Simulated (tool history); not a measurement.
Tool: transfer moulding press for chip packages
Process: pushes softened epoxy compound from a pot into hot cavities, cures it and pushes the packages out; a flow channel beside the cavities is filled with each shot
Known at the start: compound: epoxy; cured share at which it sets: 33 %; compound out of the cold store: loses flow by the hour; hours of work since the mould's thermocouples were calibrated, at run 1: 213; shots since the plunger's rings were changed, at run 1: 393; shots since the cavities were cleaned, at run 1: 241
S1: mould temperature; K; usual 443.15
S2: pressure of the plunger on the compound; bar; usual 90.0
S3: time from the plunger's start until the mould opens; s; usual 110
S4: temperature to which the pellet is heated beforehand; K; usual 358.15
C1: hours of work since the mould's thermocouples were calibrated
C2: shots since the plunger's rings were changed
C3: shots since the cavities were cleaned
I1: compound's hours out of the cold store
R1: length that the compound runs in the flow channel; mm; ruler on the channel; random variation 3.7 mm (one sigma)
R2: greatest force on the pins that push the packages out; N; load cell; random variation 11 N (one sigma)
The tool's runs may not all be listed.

| run | hour | S1 | S2 | S3 | S4 | C1 | C2 | C3 | I1 | R1 | R2 |
|---|---|---|---|---|---|---|---|---|---|---|---|
| 1 | 0.0 | 443.15 | 90.0 | 110 | 358.15 | 213 | 393 | 241 | 39.1 | 765 | 527 |
| 2 | 8.0 | 443.15 | 90.0 | 103 | 358.15 | 219 | 490 | 338 | 40.5 | 762 | 540 |
| 3 | 13.3 | 443.15 | 90.0 | 103 | 358.15 | 223 | 555 | 403 | 18.9 | 857 | 589 |
| 4 | 19.9 | 443.15 | 90.0 | 103 | 361.15 | 228 | 636 | 484 | 16.3 | 875 | 599 |
| 5 | 24.8 | 443.15 | 90.0 | 103 | 361.15 | 232 | 695 | 543 | 10.9 | 897 | 592 |
| 6 | 30.0 | 443.15 | 90.0 | 124 | 361.15 | 236 | 759 | 607 | 9.7 | 904 | 492 |
| 7 | 35.3 | 443.15 | 103.1 | 124 | 361.15 | 240 | 824 | 672 | 42.9 | 803 | 488 |
| 8 | 41.7 | 443.15 | 103.1 | 124 | 361.15 | 245 | 902 | 750 | 8.9 | 968 | 472 |
|  | 45.3 | cavities cleaned with cleaning compound and waxed |
| 9 | 48.6 | 443.15 | 103.1 | 124 | 361.15 | 250 | 968 | 41 | 26.0 | 873 | 474 |
| 10 | 55.9 | 443.15 | 90.0 | 110 | 358.15 | 255 | 1056 | 129 | 27.4 | 819 | 539 |
| 11 | 62.5 | 443.15 | 90.0 | 110 | 358.15 | 260 | 1137 | 210 | 27.8 | 808 | 515 |
| 12 | 69.2 | 443.15 | 90.0 | 110 | 358.15 | 266 | 1218 | 291 | 11.2 | 896 | 564 |
| 13 | 77.8 | 443.15 | 90.0 | 110 | 358.15 | 272 | 1324 | 397 | 8.4 | 915 | 549 |
| 14 | 82.0 | 443.15 | 90.0 | 110 | 358.15 | 276 | 1375 | 448 | 31.7 | 798 | 530 |
| 15 | 87.5 | 443.15 | 90.0 | 110 | 358.15 | 280 | 1442 | 515 | 14.3 | 877 | 533 |
| 16 | 92.5 | 450.15 | 73.3 | 137 | 351.15 | 284 | 1504 | 577 | 15.6 | 759 | 458 |
| 17 | 97.9 | 447.15 | 81.3 | 137 | 351.15 | 288 | 1569 | 642 | 33.9 | 736 | 456 |
| 18 | 102.0 | 436.15 | 81.3 | 100 | 351.15 | 291 | 1619 | 692 | 36.4 | 770 | 961 |
|  | 109.9 | cavities cleaned with cleaning compound and waxed |
| 19 | 110.1 | 443.15 | 81.0 | 110 | 358.15 | 296 | 1699 | 2 | 18.7 | 817 | 518 |
| 20 | 118.1 | 446.15 | 105.8 | 128 | 365.15 | 303 | 1797 | 100 | 47.9 | 774 | 458 |
| 21 | 121.7 | 438.15 | 105.8 | 128 | 366.15 | 305 | 1842 | 145 | 16.4 | 973 | 543 |
| 22 | 129.3 | 438.15 | 105.8 | 128 | 366.15 | 311 | 1934 | 237 | 42.6 | 837 | 549 |
| 23 | 136.4 | 437.15 | 75.3 | 110 | 358.15 | 317 | 2021 | 324 | 11.4 | 852 | 795 |
| 24 | 141.6 | 443.15 | 90.0 | 137 | 353.15 | 321 | 2084 | 387 | 28.3 | 812 | 475 |
| 25 | 149.2 | 443.15 | 97.6 | 133 | 358.15 | 327 | 2177 | 480 | 9.0 | 950 | 468 |
| 26 | 156.7 | 450.15 | 79.6 | 110 | 354.15 | 333 | 2269 | 572 | 45.4 | 670 | 460 |
| 27 | 161.9 | 450.15 | 79.6 | 110 | 354.15 | 337 | 2332 | 635 | 47.5 | 664 | 459 |

The next listed run, before its measurement:
| 28 | 168.1 | 450.15 | 79.6 | 110 | 354.15 | 342 | 2408 | 711 | 34.3 | ? | ? |

{"run 28": {"R1": 713, "R2": 476}}
Without the tool's hidden state the same run would have given R1 713 mm, R2 468 N.

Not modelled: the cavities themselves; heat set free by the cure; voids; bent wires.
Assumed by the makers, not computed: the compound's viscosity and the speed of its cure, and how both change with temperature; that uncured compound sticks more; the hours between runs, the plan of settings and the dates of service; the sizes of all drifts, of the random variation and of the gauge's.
